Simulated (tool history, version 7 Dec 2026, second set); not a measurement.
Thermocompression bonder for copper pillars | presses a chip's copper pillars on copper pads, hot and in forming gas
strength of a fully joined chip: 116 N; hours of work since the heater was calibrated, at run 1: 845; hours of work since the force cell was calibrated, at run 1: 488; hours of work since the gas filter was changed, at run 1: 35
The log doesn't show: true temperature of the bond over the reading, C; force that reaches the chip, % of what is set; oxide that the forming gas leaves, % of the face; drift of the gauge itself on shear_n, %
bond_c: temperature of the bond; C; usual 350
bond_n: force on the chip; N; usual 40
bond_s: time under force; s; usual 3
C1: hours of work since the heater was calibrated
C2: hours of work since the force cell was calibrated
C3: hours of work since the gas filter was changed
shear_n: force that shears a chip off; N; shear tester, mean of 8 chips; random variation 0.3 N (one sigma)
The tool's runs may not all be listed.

Run 1, day 0.000: usual settings; C1 845; C2 488; C3 35. Result: shear_n 79.9 N.
Run 2, day 1.850: usual settings but bond_n 48 N; C1 873; C2 515; C3 63. Result: shear_n 88.8 N.
Run 3, day 3.508: usual settings; C1 897; C2 540; C3 87. Result: shear_n 79.3 N.
Run 4, day 5.112: usual settings but bond_s 2 s; C1 921; C2 564; C3 111. Result: shear_n 70.3 N.
Run 5, day 6.979: usual settings but bond_s 2 s; C1 948; C2 591; C3 138. Result: shear_n 70.8 N.
Run 6, day 8.854: usual settings but bond_c 364 C; C1 976; C2 619; C3 166. Result: shear_n 87.8 N.
Run 7, day 10.108: usual settings but bond_c 364 C; C1 994; C2 637; C3 184. Result: shear_n 87.8 N.
Run 8, day 11.192: usual settings; C1 1010; C2 653; C3 200. Result: shear_n 79.0 N.
Run 9, day 12.558: usual settings; C1 1031; C2 673; C3 221. Result: shear_n 79.3 N.
Run 10, day 13.892: usual settings; C1 1050; C2 693; C3 240. Result: shear_n 79.7 N.
Run 11, day 14.804: usual settings; C1 1064; C2 707; C3 254. Result: shear_n 79.0 N.
At day 15.475: heater calibrated with a thermocouple chip.
Run 12, day 17.004: usual settings; C1 23; C2 738; C3 285. Result: shear_n 71.8 N.
Run 13, day 17.921: usual settings; C1 36; C2 751; C3 298. Result: shear_n 70.8 N.
Run 14, day 19.604: usual settings; C1 61; C2 776; C3 323. Result: shear_n 71.1 N.
Run 15, day 21.550: usual settings; C1 90; C2 805; C3 352. Result: shear_n 71.2 N.
At day 22.012: forming gas filter changed.
Run 16, day 22.796: usual settings but bond_n 56 N; C1 108; C2 823; C3 12. Result: shear_n 91.0 N.
Run 17, day 24.562: usual settings but bond_n 56 N; C1 134; C2 849; C3 38. Result: shear_n 90.0 N.
Run 18, day 26.129: usual settings; C1 157; C2 872; C3 61. Result: shear_n 74.4 N.
Run 19, day 27.879: usual settings; C1 183; C2 898; C3 87. Result: shear_n 74.5 N.
Run 20, day 29.438: usual settings; C1 206; C2 921; C3 109. Result: shear_n 74.4 N.
Run 21, day 30.729: usual settings but bond_c 346 C, bond_n 30 N, bond_s 4 s; C1 225; C2 940; C3 129. Result: shear_n 63.8 N.
Run 22, day 31.862: usual settings but bond_c 320 C, bond_s 9 s; C1 241; C2 957; C3 145. Result: shear_n 75.2 N.
Run 23, day 33.017: usual settings but bond_c 371 C, bond_s 9 s; C1 258; C2 974; C3 162. Result: shear_n 105.0 N.
Run 24, day 33.917: usual settings but bond_c 371 C, bond_s 9 s; C1 272; C2 987; C3 176. Result: shear_n 104.9 N.
Run 25, day 34.892: usual settings but bond_c 371 C, bond_s 9 s; C1 286; C2 1001; C3 190. Result: shear_n 104.5 N.
Run 26, day 36.071: usual settings but bond_c 326 C, bond_n 42 N, bond_s 2 s; C1 303; C2 1019; C3 207. Result: shear_n 52.3 N.
Run 27, day 38.262: usual settings but bond_c 377 C, bond_n 25 N, bond_s 6 s; C1 336; C2 1051; C3 240. Result: shear_n 83.6 N.
Run 28, day 39.204: usual settings but bond_c 343 C, bond_n 51 N; C1 350; C2 1065; C3 254. Result: shear_n 81.1 N.
Run 29, day 40.346: usual settings but bond_c 346 C, bond_n 42 N, bond_s 2 s; C1 367; C2 1082; C3 270. Result: shear_n 65.8 N.
Run 30, day 42.558: usual settings but bond_c 334 C; C1 399; C2 1114; C3 303. Result: shear_n 64.0 N.
Run 31, day 44.050: usual settings but bond_c 330 C, bond_n 36 N, bond_s 4 s; C1 421; C2 1136; C3 325. Result: shear_n 61.9 N.
Run 32, day 46.292: usual settings but bond_c 343 C, bond_n 56 N, bond_s 4 s; C1 454; C2 1169; C3 358. Result: shear_n 89.8 N.
At day 46.471: forming gas filter changed.
Run 33, day 47.583: usual settings but bond_c 343 C, bond_n 56 N, bond_s 4 s; C1 473; C2 1188; C3 16. Result: shear_n 93.6 N.
Run 34, day 48.608: usual settings but bond_c 337 C, bond_n 30 N, bond_s 7 s; C1 488; C2 1203; C3 32. Result: shear_n 72.0 N.
Run 35, day 50.162: usual settings but bond_c 337 C, bond_n 30 N, bond_s 4 s; C1 511; C2 1226; C3 54. Result: shear_n 60.6 N.
Run 36, day 52.217: usual settings but bond_c 337 C, bond_n 30 N, bond_s 4 s; C1 541; C2 1257; C3 85. Result: shear_n 61.0 N.
Run 37, day 53.129: usual settings but bond_c 337 C, bond_n 30 N, bond_s 4 s; C1 555; C2 1270; C3 98. Result: shear_n 60.4 N.
Run 38, day 54.271: usual settings but bond_s 8 s; C1 572; C2 1287; C3 115. Result: shear_n 96.1 N.
Run 39, day 56.017: usual settings but bond_s 8 s; C1 597; C2 1313; C3 141. Result: shear_n 96.6 N.
Run 40, day 57.142: usual settings but bond_c 371 C, bond_n 37 N, bond_s 9 s; C1 614; C2 1329; C3 157. Result: shear_n 104.2 N.

Forecast each of these 4 alternatives for the next run:
Run A, day 59.067: usual settings but bond_c 321 C, bond_n 29 N, bond_s 2 s; C1 642; C2 1358; C3 186. Result: shear_n ?.
Run B, day 59.067: usual settings but bond_c 324 C, bond_n 47 N, bond_s 9 s; C1 642; C2 1358; C3 186. Result: shear_n ?.
Run C, day 59.067: usual settings but bond_c 346 C, bond_n 30 N, bond_s 5 s; C1 642; C2 1358; C3 186. Result: shear_n ?.
Run D, day 59.067: usual settings but bond_c 374 C, bond_n 41 N, bond_s 8 s; C1 642; C2 1358; C3 186. Result: shear_n ?.

run  shear_n
  A     37.0
  B     88.7
  C     71.7
  D    105.9
Without the tool's hidden state the same runs would have given:
run  shear_n
  A     32.7
  B     83.9
  C     66.2
  D    104.7
